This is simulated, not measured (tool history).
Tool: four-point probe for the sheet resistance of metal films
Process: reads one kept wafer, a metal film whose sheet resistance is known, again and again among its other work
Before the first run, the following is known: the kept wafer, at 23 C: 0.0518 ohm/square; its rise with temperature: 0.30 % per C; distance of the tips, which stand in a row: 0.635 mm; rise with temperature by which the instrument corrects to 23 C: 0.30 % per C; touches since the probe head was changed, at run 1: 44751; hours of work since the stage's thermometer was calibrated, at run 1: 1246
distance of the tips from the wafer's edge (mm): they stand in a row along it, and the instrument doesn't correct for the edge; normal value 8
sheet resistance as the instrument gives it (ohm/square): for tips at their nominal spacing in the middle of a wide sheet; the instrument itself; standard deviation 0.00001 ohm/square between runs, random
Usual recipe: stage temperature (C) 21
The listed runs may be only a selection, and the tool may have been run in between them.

run	hour	stage temperature (C)	distance of the tips from the wafer's edge (mm)	touches since the probe head was changed	hours of work since the stage's thermometer was calibrated	sheet resistance as the instrument gives it (ohm/square)
1	0	21	8	44751	1246	0.052123
2	53.5	21	8	45954	1282	0.052127
3	126.3	26	8	47589	1331	0.052135
4	177.5	21	8	48739	1366	0.052142
5	254.9	21	8	50479	1418	0.052149
6	327.3	25	8	52106	1467	0.052176
7	408.3	21	8	53926	1522	0.052159
8	484.6	21	8	55642	1574	0.052169
9	526.5	21	8	56583	1602	0.052165
10	578.8	21	8	57759	1637	0.05217
11	620.3	20	37	58690	1666	0.052015
12	653.8	34	14	59445	1688	0.052092
# hour 689.8: stage's thermometer calibrated
13	690.3	34	14	60253	0	0.05202
14	758.2	34	14	61780	46	0.052035
15	837.8	27	24	63567	100	0.051982

Difference, measured minus no-hidden-state, one row per run. Run-to-run variation is common to both terms; the gauge's own scatter need not be:
Hidden state at play: inner tips' distance over the nominal, %; tips' flats over new ones', %; wafer's true temperature over the reading, C; drift of the gauge itself on sheet_ohm, %.
run	sheet resistance as the instrument gives it (ohm/square)
1	+0.000149
2	+0.000154
3	+0.00016
4	+0.000166
5	+0.000173
6	+0.00018
7	+0.000189
8	+0.000197
9	+0.000201
10	+0.000206
11	+0.000209
12	+0.000211
13	+0.000151
14	+0.000158
15	+0.000166
